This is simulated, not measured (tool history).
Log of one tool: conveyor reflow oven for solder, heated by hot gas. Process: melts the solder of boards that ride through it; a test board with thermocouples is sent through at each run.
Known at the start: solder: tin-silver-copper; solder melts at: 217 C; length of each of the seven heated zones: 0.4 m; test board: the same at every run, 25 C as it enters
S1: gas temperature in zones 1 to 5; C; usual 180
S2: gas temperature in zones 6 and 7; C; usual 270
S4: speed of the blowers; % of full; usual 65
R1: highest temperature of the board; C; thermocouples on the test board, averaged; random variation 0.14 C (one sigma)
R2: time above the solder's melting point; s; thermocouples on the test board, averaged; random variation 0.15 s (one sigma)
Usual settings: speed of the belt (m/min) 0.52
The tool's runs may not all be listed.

{"run": 1, "hour": 0.0, "S1": 180, "S2": 270, "speed of the belt (m/min)": 0.52, "S4": 65, "R1": 252.4, "R2": 71.5}
{"run": 2, "hour": 38.3, "S1": 180, "S2": 270, "speed of the belt (m/min)": 0.52, "S4": 65, "R1": 252.2, "R2": 71.4}
{"hour": 80.1, "done": "flux residue cleaned out of gas plates and filters"}
{"run": 3, "hour": 111.5, "S1": 180, "S2": 270, "speed of the belt (m/min)": 0.52, "S4": 65, "R1": 254.4, "R2": 73.5}
{"run": 4, "hour": 184.6, "S1": 180, "S2": 270, "speed of the belt (m/min)": 0.52, "S4": 65, "R1": 254.5, "R2": 73.6}
{"run": 5, "hour": 256.3, "S1": 180, "S2": 270, "speed of the belt (m/min)": 0.52, "S4": 65, "R1": 254, "R2": 73.5}
{"run": 6, "hour": 299.3, "S1": 180, "S2": 270, "speed of the belt (m/min)": 0.52, "S4": 65, "R1": 253.8, "R2": 73.6}
{"hour": 317.7, "done": "thermocouples of zones 6 and 7 changed"}
{"run": 7, "hour": 343.5, "S1": 180, "S2": 270, "speed of the belt (m/min)": 0.52, "S4": 65, "R1": 253.1, "R2": 72.7}
{"run": 8, "hour": 379.4, "S1": 180, "S2": 270, "speed of the belt (m/min)": 0.52, "S4": 65, "R1": 253.3, "R2": 72.8}
{"run": 9, "hour": 410.0, "S1": 180, "S2": 270, "speed of the belt (m/min)": 0.52, "S4": 65, "R1": 253.3, "R2": 72.7}
{"run": 10, "hour": 474.1, "S1": 180, "S2": 270, "speed of the belt (m/min)": 0.52, "S4": 65, "R1": 253, "R2": 72.7}
{"run": 11, "hour": 533.6, "S1": 180, "S2": 270, "speed of the belt (m/min)": 0.52, "S4": 65, "R1": 252.9, "R2": 72.6}
{"run": 12, "hour": 584.5, "S1": 180, "S2": 270, "speed of the belt (m/min)": 0.52, "S4": 65, "R1": 253.1, "R2": 72.3}
{"run": 13, "hour": 623.4, "S1": 180, "S2": 270, "speed of the belt (m/min)": 0.515, "S4": 65, "R1": 253, "R2": 73.7}
{"run": 14, "hour": 661.4, "S1": 182, "S2": 270, "speed of the belt (m/min)": 0.52, "S4": 65, "R1": 253.2, "R2": 74.1}
{"run": 15, "hour": 717.9, "S1": 180, "S2": 270, "speed of the belt (m/min)": 0.52, "S4": 65, "R1": 252.7, "R2": 72.2}
{"run": 16, "hour": 774.7, "S1": 176, "S2": 262, "speed of the belt (m/min)": 0.444, "S4": 51, "R1": 245.7, "R2": 74.8}
{"run": 17, "hour": 833.9, "S1": 176, "S2": 262, "speed of the belt (m/min)": 0.444, "S4": 51, "R1": 245.7, "R2": 74.6}
{"run": 18, "hour": 890.4, "S1": 183, "S2": 276, "speed of the belt (m/min)": 0.52, "S4": 65, "R1": 258, "R2": 78}
{"hour": 900.3, "done": "flux residue cleaned out of gas plates and filters"}
{"run": 19, "hour": 934.8, "S1": 189, "S2": 283, "speed of the belt (m/min)": 0.52, "S4": 66, "R1": 267.9, "R2": 87.8}
{"hour": 973.7, "done": "belt drive overhauled, speed set with a stopwatch"}
{"run": 20, "hour": 1004.2, "S1": 189, "S2": 283, "speed of the belt (m/min)": 0.52, "S4": 66, "R1": 267.1, "R2": 86.1}
{"run": 21, "hour": 1076.3, "S1": 189, "S2": 283, "speed of the belt (m/min)": 0.52, "S4": 66, "R1": 267.2, "R2": 85.5}
{"run": 22, "hour": 1138.5, "S1": 180, "S2": 276, "speed of the belt (m/min)": 0.52, "S4": 65, "R1": 258.9, "R2": 76.4}
{"run": 23, "hour": 1210.9, "S1": 180, "S2": 276, "speed of the belt (m/min)": 0.52, "S4": 65, "R1": 258.5, "R2": 76.2}
{"run": 24, "hour": 1276.3, "S1": 180, "S2": 276, "speed of the belt (m/min)": 0.52, "S4": 65, "R1": 258.7, "R2": 76.4}
{"run": 25, "hour": 1306.8, "S1": 168, "S2": 279, "speed of the belt (m/min)": 0.602, "S4": 65, "R1": 252.5, "R2": 55.5}
{"run": 26, "hour": 1341.3, "S1": 180, "S2": 261, "speed of the belt (m/min)": 0.52, "S4": 65, "R1": 245.7, "R2": 64.8}
{"run": 27, "hour": 1388.4, "S1": 176, "S2": 274, "speed of the belt (m/min)": 0.466, "S4": 82, "R1": 263.8, "R2": 88.8}
{"run": 28, "hour": 1427.9, "S1": 177, "S2": 274, "speed of the belt (m/min)": 0.566, "S4": 82, "R1": 257.9, "R2": 68.4}
{"run": 29, "hour": 1466.3, "S1": 177, "S2": 274, "speed of the belt (m/min)": 0.566, "S4": 82, "R1": 257.8, "R2": 68.4}
{"run": 30, "hour": 1515.8, "S1": 177, "S2": 267, "speed of the belt (m/min)": 0.502, "S4": 82, "R1": 255.1, "R2": 76.4}

4 ways to go on from here, each from the tool as it stands after run 30. What would each give?
{"run": "A", "hour": 1557.5, "S1": 180, "S2": 260, "speed of the belt (m/min)": 0.52, "S4": 65, "R1": "?", "R2": "?"}
{"run": "B", "hour": 1557.5, "S1": 171, "S2": 267, "speed of the belt (m/min)": 0.584, "S4": 60, "R1": "?", "R2": "?"}
{"run": "C", "hour": 1557.5, "S1": 180, "S2": 270, "speed of the belt (m/min)": 0.494, "S4": 65, "R1": "?", "R2": "?"}
{"run": "D", "hour": 1557.5, "S1": 180, "S2": 267, "speed of the belt (m/min)": 0.596, "S4": 65, "R1": "?", "R2": "?"}

run=A R1=244.6 R2=63.6
run=B R1=242.2 R2=48.2
run=C R1=254.7 R2=77.6
run=D R1=245.7 R2=54.5
Without the tool's hidden state the same runs would have given:
run=A R1=245 R2=64.5
run=B R1=243 R2=49.5
run=C R1=255.1 R2=78
run=D R1=246.5 R2=55.7
